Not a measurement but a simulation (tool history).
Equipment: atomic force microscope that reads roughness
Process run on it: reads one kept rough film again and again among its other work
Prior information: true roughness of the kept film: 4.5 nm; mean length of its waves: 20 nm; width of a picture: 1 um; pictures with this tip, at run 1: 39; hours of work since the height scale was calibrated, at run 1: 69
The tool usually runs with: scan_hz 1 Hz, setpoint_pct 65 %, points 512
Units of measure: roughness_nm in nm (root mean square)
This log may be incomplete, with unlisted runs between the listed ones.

| run | hour | scan_hz | setpoint_pct | points | pictures with this tip | hours of work since the height scale was calibrated | roughness_nm |
|---|---|---|---|---|---|---|---|
| 1 | 0 | 1 | 65 | 512 | 39 | 69 | 3.044 |
| 2 | 6 | 1 | 65 | 512 | 52 | 73 | 3.033 |
| 3 | 13.7 | 1 | 65 | 512 | 68 | 78 | 3.055 |
| 4 | 24.4 | 1 | 65 | 512 | 90 | 84 | 3.034 |
| 5 | 34.6 | 1 | 65 | 512 | 111 | 91 | 3.028 |
| 6 | 43.3 | 1 | 65 | 512 | 129 | 96 | 3.023 |
| 7 | 53.5 | 1 | 65 | 512 | 150 | 102 | 3.039 |
| 8 | 58.2 | 3.06 | 65 | 512 | 160 | 105 | 2.969 |
|  | 60.1 | new tip fitted |
| 9 | 69.4 | 3.06 | 65 | 533 | 19 | 112 | 2.943 |
| 10 | 74.8 | 1 | 65 | 512 | 30 | 115 | 3.051 |
| 11 | 83.2 | 1 | 65 | 512 | 47 | 120 | 3.038 |
| 12 | 93.4 | 1 | 65 | 512 | 68 | 127 | 3.032 |
| 13 | 102.3 | 1 | 65 | 512 | 87 | 132 | 3.031 |
| 14 | 113 | 1 | 65 | 512 | 109 | 139 | 3.008 |
| 15 | 118.7 | 1 | 65 | 512 | 121 | 143 | 3.042 |
| 16 | 123.4 | 1 | 65 | 512 | 130 | 145 | 3.016 |
| 17 | 130.4 | 1 | 65 | 903 | 145 | 150 | 3.051 |
| 18 | 135.6 | 1 | 65 | 932 | 156 | 153 | 3.065 |
|  | 139.5 | new tip fitted |
| 19 | 142.2 | 1 | 61 | 932 | 5 | 157 | 3.071 |
| 20 | 146.7 | 1 | 61 | 932 | 15 | 160 | 3.076 |
| 21 | 154.4 | 1 | 61 | 932 | 31 | 164 | 3.074 |
| 22 | 159.2 | 1 | 61 | 932 | 41 | 167 | 3.061 |
| 23 | 168.6 | 1 | 65 | 429 | 60 | 173 | 3.022 |
| 24 | 179.2 | 1 | 65 | 429 | 82 | 180 | 3.057 |
| 25 | 187.9 | 1 | 65 | 429 | 100 | 185 | 3.024 |
| 26 | 198.9 | 1 | 81 | 512 | 123 | 192 | 2.952 |
| 27 | 205.2 | 1 | 81 | 512 | 136 | 196 | 2.978 |
| 28 | 215.9 | 1 | 81 | 512 | 158 | 203 | 2.972 |
|  | 218.6 | new tip fitted |
| 29 | 223.9 | 1 | 77 | 256 | 11 | 207 | 2.916 |
| 30 | 230.9 | 0.59 | 86 | 971 | 26 | 212 | 3.009 |
| 31 | 240.9 | 0.59 | 86 | 971 | 47 | 218 | 3.043 |
| 32 | 247.4 | 0.59 | 86 | 971 | 60 | 222 | 3.008 |
| 33 | 252.4 | 2.04 | 57 | 677 | 70 | 225 | 3.032 |
| 34 | 262.5 | 1.18 | 65 | 512 | 91 | 231 | 3.013 |
| 35 | 272.9 | 1 | 79 | 982 | 113 | 238 | 3.01 |
| 36 | 278.9 | 1 | 79 | 982 | 125 | 242 | 2.994 |
| 37 | 289.3 | 1 | 79 | 982 | 147 | 248 | 3.019 |
| 38 | 295 | 0.65 | 79 | 982 | 158 | 252 | 3.04 |
|  | 297.9 | new tip fitted |
| 39 | 304.1 | 0.65 | 79 | 982 | 13 | 257 | 3.048 |
| 40 | 310.9 | 0.84 | 79 | 979 | 27 | 261 | 3.031 |
| 41 | 319.3 | 2.29 | 79 | 593 | 45 | 267 | 2.873 |
| 42 | 326.9 | 2.39 | 67 | 593 | 60 | 271 | 2.965 |
| 43 | 334.3 | 1 | 65 | 514 | 76 | 276 | 3.036 |
| 44 | 344.8 | 0.63 | 71 | 386 | 97 | 282 | 3.034 |
| 45 | 353.7 | 0.63 | 71 | 386 | 116 | 288 | 3.026 |
| 46 | 363.6 | 2.92 | 76 | 450 | 136 | 294 | 2.806 |
| 47 | 368.4 | 0.63 | 57 | 711 | 146 | 297 | 3.09 |
|  | 376.6 | new tip fitted |
| 48 | 376.8 | 1 | 69 | 764 | 1 | 302 | 3.05 |
| 49 | 387.3 | 2.68 | 55 | 267 | 22 | 309 | 2.945 |
| 50 | 396.6 | 1.06 | 59 | 968 | 41 | 314 | 3.082 |
| 51 | 406.5 | 1.06 | 59 | 968 | 62 | 320 | 3.084 |
| 52 | 413.6 | 1 | 59 | 259 | 77 | 325 | 2.956 |
| 53 | 424.3 | 1.36 | 82 | 481 | 99 | 332 | 2.94 |
| 54 | 431.3 | 1.36 | 82 | 481 | 113 | 336 | 2.904 |

3 ways to go on from here, each from the tool as it stands after run 54. What would each give?
| A | 442.1 | 1 | 59 | 584 | 136 | 343 | ? |
| B | 442.1 | 1.36 | 57 | 450 | 136 | 343 | ? |
| C | 442.1 | 0.64 | 72 | 504 | 136 | 343 | ? |

| run | roughness_nm |
|---|---|
| A | 3.051 |
| B | 3.044 |
| C | 3.054 |
Take away the tool's hidden state, keep each run's random variation, and the runs would have read:
| run | roughness_nm |
|---|---|
| A | 3.057 |
| B | 3.05 |
| C | 3.06 |

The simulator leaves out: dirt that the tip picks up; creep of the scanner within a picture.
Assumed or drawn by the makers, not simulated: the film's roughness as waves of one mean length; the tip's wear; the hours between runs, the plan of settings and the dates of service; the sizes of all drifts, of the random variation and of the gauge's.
